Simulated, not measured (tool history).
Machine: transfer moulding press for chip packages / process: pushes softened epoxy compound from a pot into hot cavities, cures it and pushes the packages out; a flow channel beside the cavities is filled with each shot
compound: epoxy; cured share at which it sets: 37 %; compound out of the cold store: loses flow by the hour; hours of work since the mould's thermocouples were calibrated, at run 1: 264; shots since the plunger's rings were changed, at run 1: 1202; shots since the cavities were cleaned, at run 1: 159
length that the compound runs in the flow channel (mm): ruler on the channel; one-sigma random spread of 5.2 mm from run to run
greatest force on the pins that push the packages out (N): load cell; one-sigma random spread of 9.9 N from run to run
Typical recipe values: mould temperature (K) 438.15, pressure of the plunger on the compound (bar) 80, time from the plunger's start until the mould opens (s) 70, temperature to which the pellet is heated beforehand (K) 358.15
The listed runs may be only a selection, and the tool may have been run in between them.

run   hour  mould temperature (K)  pressure of the plunger on the compound (bar)  time from the plunger's start until the mould opens (s)  temperature to which the pellet is heated beforehand (K)  hours of work since the mould's thermocouples were calibrated  shots since the plunger's rings were changed  shots since the cavities were cleaned  incoming compound's hours out of the cold store  length that the compound runs in the flow channel (mm)  greatest force on the pins that push the packages out (N)
  1      0                 438.15                                             80                                                       70                                                    358.15                                                            264                                          1202                                    159                                             12.1                                                     713                                                        431
  2   13.8                 438.15                                             80                                                       70                                                    358.15                                                            270                                          1360                                    317                                             13.6                                                     698                                                        447
  3   30.2                 438.15                                             80                                                       70                                                    358.15                                                            277                                          1548                                    505                                             32.9                                                     631                                                        435
  4   44.6                 444.15                                             80                                                       70                                                    358.15                                                            283                                          1713                                    670                                             47.3                                                     563                                                        399
  5   58.1                 444.15                                             80                                                       70                                                    358.15                                                            288                                          1868                                    825                                             37.9                                                     587                                                        377
      73.3  -- cavities cleaned with cleaning compound and waxed
  6   75.2                 444.15                                           95.4                                                       70                                                    358.15                                                            295                                          2046                                     21                                             45.8                                                     616                                                        383
  7   87.1                 444.15                                           95.4                                                       70                                                    358.15                                                            300                                          2182                                    157                                             25.5                                                     699                                                        367
  8     96                 444.15                                           95.4                                                       70                                                    358.15                                                            304                                          2285                                    260                                             43.1                                                     636                                                        373
  9  111.5                 444.15                                           95.4                                                       70                                                    358.15                                                            310                                          2462                                    437                                             34.1                                                     658                                                        386
 10  127.8                 438.15                                             80                                                       70                                                    358.15                                                            317                                          2649                                    624                                             26.6                                                     652                                                        436
 11  142.4                 438.15                                             80                                                       70                                                    358.15                                                            323                                          2816                                    791                                             42.2                                                     603                                                        432
 12  155.1                 438.15                                           92.6                                                       70                                                    358.15                                                            329                                          2962                                    937                                             23.6                                                     714                                                        449
     160.2  -- cavities cleaned with cleaning compound and waxed
 13  165.8                 445.15                                           92.6                                                       70                                                    358.15                                                            332                                          3067                                     64                                             11.1                                                     735                                                        388
     176.7  -- plunger's sealing rings changed
 14  176.7                 445.15                                           92.6                                                       70                                                    358.15                                                            336                                             0                                    159                                             23.5                                                     687                                                        369
 15  185.1                 434.15                                             80                                                       68                                                    352.15                                                            340                                            98                                    257                                             22.3                                                     673                                                        636
 16  194.1                 434.15                                           87.1                                                       86                                                    364.15                                                            343                                           200                                    359                                             35.8                                                     659                                                        422
 17  206.2                 434.15                                           87.1                                                       86                                                    364.15                                                            348                                           339                                    498                                             16.1                                                     731                                                        408
 18  220.5                 434.15                                           87.1                                                       86                                                    364.15                                                            354                                           503                                    662                                             16.1                                                     743                                                        428
 19  235.3                 434.15                                           74.5                                                      101                                                    353.15                                                            361                                           672                                    831                                             30.6                                                     628                                                        394
     249.8  -- cavities cleaned with cleaning compound and waxed
 20  252.1                 432.15                                           72.1                                                       74                                                    362.15                                                            367                                           848                                     27                                             39.7                                                     594                                                        553

Run 21, settings as shown, results not yet in. Your forecast:
 21  259.9                 432.15                                           72.1                                                       74                                                    362.15                                                            370                                           937                                    116                                             20.8                                                       ?                                                          ?

{"run 21": {"length that the compound runs in the flow channel (mm)": 655, "greatest force on the pins that push the packages out (N)": 555}}
If the tool had no hidden condition, the same run with the same run-to-run variation would have returned length that the compound runs in the flow channel (mm) 656, greatest force on the pins that push the packages out (N) 552.
